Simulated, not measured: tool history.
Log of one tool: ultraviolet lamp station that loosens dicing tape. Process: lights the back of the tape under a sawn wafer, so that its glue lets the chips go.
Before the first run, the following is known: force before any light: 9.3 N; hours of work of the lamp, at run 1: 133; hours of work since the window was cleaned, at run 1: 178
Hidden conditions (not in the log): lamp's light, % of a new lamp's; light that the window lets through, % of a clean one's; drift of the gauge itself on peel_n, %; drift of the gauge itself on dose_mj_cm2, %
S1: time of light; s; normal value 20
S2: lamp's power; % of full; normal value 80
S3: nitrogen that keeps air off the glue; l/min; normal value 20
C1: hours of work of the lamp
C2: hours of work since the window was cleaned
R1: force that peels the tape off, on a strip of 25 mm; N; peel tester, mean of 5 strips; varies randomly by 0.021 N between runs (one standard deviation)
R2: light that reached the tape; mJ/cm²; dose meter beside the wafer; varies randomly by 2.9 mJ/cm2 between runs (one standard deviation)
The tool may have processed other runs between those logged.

run	day	S1	S2	S3	C1	C2	R1	R2
1	0	20	80	20	133	178	1.391	362
2	0.429	20	80	12	138	183	1.911	355
3	0.671	20	80	12	141	186	1.791	355
4	1.217	20	80	9	147	192	2.175	354
5	1.583	20	80	9	152	197	2.139	351
6	1.979	20	80	9	157	202	2.15	354
7	2.421	20	80	9	162	207	2.163	352
8	2.962	20	80	9	169	213	2.155	343
9	3.425	20	80	9	174	219	2.187	343
10	3.846	20	80	20	179	224	1.501	340
11	4.317	20	80	20	185	230	1.514	337
12	4.65	20	80	20	189	234	1.512	340
13	5.125	20	80	20	195	240	1.579	332
14	5.392	20	80	20	198	243	1.598	338
15	5.725	20	80	20	202	247	1.577	330
16	5.967	20	80	20	205	250	1.563	332
17	6.512	20	80	20	212	257	1.561	329
18	6.892	20	80	20	216	261	1.62	329
19	7.271	20	80	20	221	266	1.655	324
20	7.692	20	80	20	226	271	1.678	327
# day 7.929: window cleaned of glue's vapour
21	8.062	20	80	20	230	2	1.26	376
22	8.504	20	80	20	236	7	1.348	374
23	8.829	39	85	17	240	11	0.317	775
24	9.083	39	85	17	243	14	0.326	774
25	9.392	30	80	20	246	18	0.6	555
26	9.833	30	80	20	252	23	0.57	554
27	10.279	16	67	8	257	29	3.38	246
28	10.521	16	67	8	260	31	3.314	244
29	10.8	13	81	22	263	35	2.423	238
30	11.117	39	81	27	267	39	0.309	706
31	11.429	11	96	31	271	42	2.213	240
32	11.746	34	80	27	275	46	0.388	612
33	12.088	34	80	27	279	50	0.394	609
34	12.617	18	98	21	286	57	1.125	388
35	12.862	10	60	21	288	60	4.354	133
36	13.096	10	60	21	291	63	4.453	131
37	13.338	25	80	25	294	66	0.837	437
38	13.575	21	99	20	297	69	0.864	455
39	13.954	21	99	20	302	73	0.908	452
40	14.308	21	99	20	306	77	0.914	453
41	14.821	10	98	14	312	84	3.297	213
42	15.242	17	63	20	317	89	2.677	229
43	15.621	17	63	20	322	93	2.7	231

Branching from run 43: 5 alternative next runs. What would each branch give?
A	15.967	23	84	20	326	98	?	?
B	15.967	16	64	27	326	98	?	?
C	15.967	37	63	20	326	98	?	?
D	15.967	25	94	7	326	98	?	?
E	15.967	12	99	20	326	98	?	?

run	R1	R2
A	1.062	414
B	2.68	214
C	0.766	497
D	1.379	499
E	2.409	255
The same runs, with their run-to-run variation unchanged, on a tool lacking any hidden condition would have given:
run	R1	R2
A	0.671	518
B	1.971	269
C	0.474	621
D	0.905	624
E	1.739	319

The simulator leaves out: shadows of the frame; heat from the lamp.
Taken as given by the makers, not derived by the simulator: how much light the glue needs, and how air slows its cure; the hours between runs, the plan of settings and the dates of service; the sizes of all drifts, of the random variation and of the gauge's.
